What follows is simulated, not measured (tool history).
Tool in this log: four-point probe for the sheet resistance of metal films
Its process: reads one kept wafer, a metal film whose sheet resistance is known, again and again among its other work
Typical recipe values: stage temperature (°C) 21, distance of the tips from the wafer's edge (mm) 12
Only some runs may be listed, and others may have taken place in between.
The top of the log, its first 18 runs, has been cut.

| run | hour | stage temperature (°C) | distance of the tips from the wafer's edge (mm) | sheet resistance as the instrument gives it (ohm/square) |
|---|---|---|---|---|
| 19 | 549.2 | 21 | 46 | 0.380804 |
| 20 | 591.1 | 28 | 12 | 0.381655 |
| 21 | 623.6 | 28 | 12 | 0.381473 |
|  | 628.2 | stage's thermometer calibrated |
| 22 | 654.4 | 28 | 12 | 0.381524 |
| 23 | 687.1 | 29 | 44 | 0.380162 |
| 24 | 713.2 | 29 | 44 | 0.380165 |
| 25 | 735.0 | 29 | 4 | 0.392453 |
|  | 757.6 | stage's thermometer calibrated, once more |
| 26 | 763.1 | 21 | 13 | 0.382600 |
| 27 | 782.0 | 32 | 34 | 0.380716 |
| 28 | 801.8 | 32 | 30 | 0.380639 |
| 29 | 832.2 | 33 | 6 | 0.386083 |
| 30 | 859.2 | 33 | 6 | 0.386188 |
| 31 | 895.0 | 23 | 12 | 0.382663 |
| 32 | 917.5 | 23 | 12 | 0.382864 |
| 33 | 944.4 | 28 | 24 | 0.381187 |
| 34 | 982.4 | 28 | 24 | 0.381342 |
| 35 | 1017.2 | 20 | 7 | 0.385885 |
| 36 | 1053.5 | 20 | 7 | 0.385946 |
| 37 | 1096.2 | 32 | 9 | 0.383262 |
| 38 | 1121.2 | 22 | 75 | 0.381728 |
| 39 | 1147.2 | 22 | 75 | 0.381691 |
| 40 | 1173.4 | 24 | 15 | 0.382315 |
| 41 | 1203.4 | 20 | 14 | 0.382927 |
| 42 | 1234.1 | 18 | 7 | 0.386145 |
| 43 | 1272.7 | 18 | 7 | 0.386214 |

Alternative continuations, all from the tool just after run 43; predict every row:
| A | 1301.6 | 21 | 26 | ? |
| B | 1301.6 | 29 | 17 | ? |
| C | 1301.6 | 21 | 16 | ? |
| D | 1301.6 | 18 | 74 | ? |

| run | sheet resistance as the instrument gives it (ohm/square) |
|---|---|
| A | 0.382074 |
| B | 0.381829 |
| C | 0.382685 |
| D | 0.382113 |
Had the tool no hidden state, the same runs would have come out as:
| run | sheet resistance as the instrument gives it (ohm/square) |
|---|---|
| A | 0.379099 |
| B | 0.378857 |
| C | 0.379706 |
| D | 0.379138 |
